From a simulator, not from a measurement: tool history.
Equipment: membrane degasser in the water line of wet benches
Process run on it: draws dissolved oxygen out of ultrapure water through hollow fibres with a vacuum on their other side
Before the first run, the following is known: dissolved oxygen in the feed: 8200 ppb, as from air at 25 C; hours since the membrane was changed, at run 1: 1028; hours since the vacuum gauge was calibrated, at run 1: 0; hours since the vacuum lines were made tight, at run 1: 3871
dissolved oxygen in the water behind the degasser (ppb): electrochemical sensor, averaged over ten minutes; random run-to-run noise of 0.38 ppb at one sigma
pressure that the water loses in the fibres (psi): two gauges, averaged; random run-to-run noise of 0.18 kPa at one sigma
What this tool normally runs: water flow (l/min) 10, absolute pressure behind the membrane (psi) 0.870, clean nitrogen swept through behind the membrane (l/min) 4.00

run,hour,water flow (l/min),absolute pressure behind the membrane (psi),clean nitrogen swept through behind the membrane (l/min),hours since the membrane was changed,hours since the vacuum gauge was calibrated,hours since the vacuum lines were made tight,dissolved oxygen in the water behind the degasser (ppb),pressure that the water loses in the fibres (psi)
1,0.0,10,0.870,4.00,1028,0,3871,24.1,5.129
2,21.8,10,0.870,4.00,1049,22,3893,23.5,5.120
3,57.8,10,0.870,4.00,1085,58,3929,23.4,5.124
4,97.5,10,0.870,4.00,1125,97,3969,24.7,5.100
5,122.1,10,0.870,4.00,1150,122,3993,24.1,5.137
6,160.0,10,0.870,4.00,1187,160,4031,24.2,5.089
7,203.0,10,0.870,4.00,1230,203,4074,24.4,5.102
8,232.0,9,0.870,4.00,1260,232,4103,19.6,4.593
9,264.7,8,0.870,4.00,1292,265,4136,16.5,4.129
10,285.9,8,0.870,4.00,1313,286,4157,16.3,4.115
11,313.7,10,0.870,2.88,1341,314,4185,30.6,5.105
12,353.4,10,1.030,2.88,1381,353,4225,39.9,5.144
13,394.9,10,1.030,2.88,1422,395,4266,41.2,5.089
14,435.3,14,1.614,6.28,1463,435,4307,68.7,7.169
15,476.5,7,0.564,7.13,1504,477,4348,3.4,3.577
16,515.7,7,0.564,7.13,1543,516,4387,3.1,3.572
17,552.7,7,0.564,7.13,1580,553,4424,2.7,3.620
18,580.7,7,1.397,8.64,1608,581,4452,14.5,3.595
19,603.2,7,1.848,2.05,1631,603,4474,82.6,3.600
20,642.2,7,1.848,2.05,1670,642,4513,84.0,3.577
21,686.1,7,1.848,2.05,1714,686,4557,82.4,3.629
22,706.5,8,0.528,2.81,1734,706,4578,5.7,4.110
23,729.7,8,0.528,2.81,1757,730,4601,5.7,4.145
24,771.7,8,0.528,2.81,1799,772,4643,5.4,4.065
25,807.6,12,2.149,7.55,1835,808,4679,59.7,6.167
26,848.7,12,2.149,7.55,1876,849,4720,60.5,6.141

Predict each of these 5 candidate next runs independently; none follows another, all start after run 26:
A,888.5,10,2.149,5.06,1916,888,4760,?,?
B,888.5,6,0.895,5.86,1916,888,4760,?,?
C,888.5,8,1.561,4.22,1916,888,4760,?,?
D,888.5,13,0.690,7.55,1916,888,4760,?,?
E,888.5,12,1.965,7.55,1916,888,4760,?,?

run,dissolved oxygen in the water behind the degasser (ppb),pressure that the water loses in the fibres (psi)
A,65.7,5.102
B,8.6,3.105
C,39.1,4.103
D,26.5,6.666
E,55.2,6.211
Without the tool's unlogged condition, the same runs would have read:
run,dissolved oxygen in the water behind the degasser (ppb),pressure that the water loses in the fibres (psi)
A,64.5,5.068
B,8.4,3.084
C,38.3,4.076
D,25.6,6.621
E,54.1,6.170
